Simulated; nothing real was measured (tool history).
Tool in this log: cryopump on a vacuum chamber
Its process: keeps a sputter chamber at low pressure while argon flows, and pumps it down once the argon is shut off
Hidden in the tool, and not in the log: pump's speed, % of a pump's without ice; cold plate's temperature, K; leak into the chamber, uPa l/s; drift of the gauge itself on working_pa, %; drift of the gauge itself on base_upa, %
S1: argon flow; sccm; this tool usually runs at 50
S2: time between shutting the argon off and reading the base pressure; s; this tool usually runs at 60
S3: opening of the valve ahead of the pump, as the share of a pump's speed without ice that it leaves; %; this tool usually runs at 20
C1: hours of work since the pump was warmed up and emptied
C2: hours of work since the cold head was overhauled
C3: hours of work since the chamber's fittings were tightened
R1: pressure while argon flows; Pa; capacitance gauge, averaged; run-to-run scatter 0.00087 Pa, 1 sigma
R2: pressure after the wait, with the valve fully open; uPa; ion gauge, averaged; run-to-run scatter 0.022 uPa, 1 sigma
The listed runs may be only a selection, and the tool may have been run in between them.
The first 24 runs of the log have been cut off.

run	hour	S1	S2	S3	C1	C2	C3	R1	R2
25	505.8	35	118	17	258	258	1387	0.1494	1.08
26	526.9	31	61	20	266	266	1396	0.1132	1.31
27	547.3	31	61	20	275	275	1404	0.113	1.32
28	562.9	31	61	20	281	281	1410	0.1142	1.31
29	582.9	31	61	20	289	289	1418	0.1132	1.28
30	603.3	31	61	20	297	297	1427	0.1139	1.35
31	618.9	70	212	20	304	304	1433	0.2551	1.01
32	635.4	70	212	20	310	310	1440	0.2574	0.99
33	650.5	50	272	20	317	317	1446	0.1829	0.98
34	668.2	79	123	20	324	324	1453	0.2899	1.15
35	684.5	50	28	20	330	330	1460	0.1847	1.94

Branching from run 35: 3 alternative next runs. What would each branch give?
A	703.5	81	118	40	338	338	1467	?	?
B	703.5	22	121	20	338	338	1467	?	?
C	703.5	66	60	20	338	338	1467	?	?

run	R1	R2
A	0.1532	1.13
B	0.081	1.1
C	0.2435	1.36
The same runs, with their run-to-run variation unchanged, on a tool lacking any hidden condition would have given:
run	R1	R2
A	0.1459	0.37
B	0.0791	0.33
C	0.2376	0.6
